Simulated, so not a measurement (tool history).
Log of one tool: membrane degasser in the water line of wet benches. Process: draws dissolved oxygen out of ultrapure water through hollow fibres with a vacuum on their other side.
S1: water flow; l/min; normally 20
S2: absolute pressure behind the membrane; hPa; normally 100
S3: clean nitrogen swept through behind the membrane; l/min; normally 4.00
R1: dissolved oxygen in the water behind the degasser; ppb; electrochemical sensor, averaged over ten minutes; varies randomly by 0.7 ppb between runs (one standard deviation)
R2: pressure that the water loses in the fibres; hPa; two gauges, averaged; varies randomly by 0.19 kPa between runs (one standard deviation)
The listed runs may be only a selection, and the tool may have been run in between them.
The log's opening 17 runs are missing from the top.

run 18 hour=1090.2 | S1=31 S2=100 S3=4.00 | R1=162.9 R2=604.3
run 19 hour=1144.0 | S1=31 S2=100 S3=4.00 | R1=166.3 R2=605.9
run 20 hour=1212.7 | S1=31 S2=100 S3=4.00 | R1=166.5 R2=603.5
run 21 hour=1258.7 | S1=20 S2=64 S3=3.26 | R1=52.3 R2=387.9
run 22 hour=1299.2 | S1=24 S2=84 S3=8.79 | R1=48.3 R2=467.6
run 23 hour=1373.7 | S1=24 S2=84 S3=8.79 | R1=48.9 R2=466.5
run 24 hour=1417.8 | S1=15 S2=136 S3=1.67 | R1=218.4 R2=295.1
-- hour=1458.5 vacuum gauge calibrated
run 25 hour=1503.1 | S1=15 S2=114 S3=11.97 | R1=26.6 R2=292.9
run 26 hour=1593.0 | S1=12 S2=115 S3=2.44 | R1=99.6 R2=238.2
run 27 hour=1666.0 | S1=12 S2=115 S3=2.44 | R1=99.8 R2=233.0
run 28 hour=1722.6 | S1=17 S2=145 S3=7.92 | R1=61.9 R2=330.7
run 29 hour=1782.4 | S1=31 S2=145 S3=7.92 | R1=148.4 R2=603.0
run 30 hour=1841.8 | S1=20 S2=95 S3=2.49 | R1=125.1 R2=389.2
run 31 hour=1917.3 | S1=20 S2=61 S3=9.71 | R1=19.6 R2=391.8
run 32 hour=1977.8 | S1=13 S2=61 S3=6.28 | R1=15.2 R2=253.4

Each row is a separate what-if for the run after 32, all from the same tool condition, not one after another. Results?
run A hour=2039.4 | S1=17 S2=227 S3=2.77 | R1=? R2=?
run B hour=2039.4 | S1=18 S2=64 S3=8.37 | R1=? R2=?
run C hour=2039.4 | S1=18 S2=61 S3=6.28 | R1=? R2=?
run D hour=2039.4 | S1=20 S2=205 S3=2.15 | R1=? R2=?

run=A R1=284.9 R2=328.8
run=B R1=19.6 R2=349.8
run=C R1=23.4 R2=350.4
run=D R1=370.6 R2=392.4
What these runs would have given with no unlogged condition in the tool:
run=A R1=284.8 R2=328.7
run=B R1=19.6 R2=349.7
run=C R1=23.4 R2=350.3
run=D R1=370.5 R2=392.3
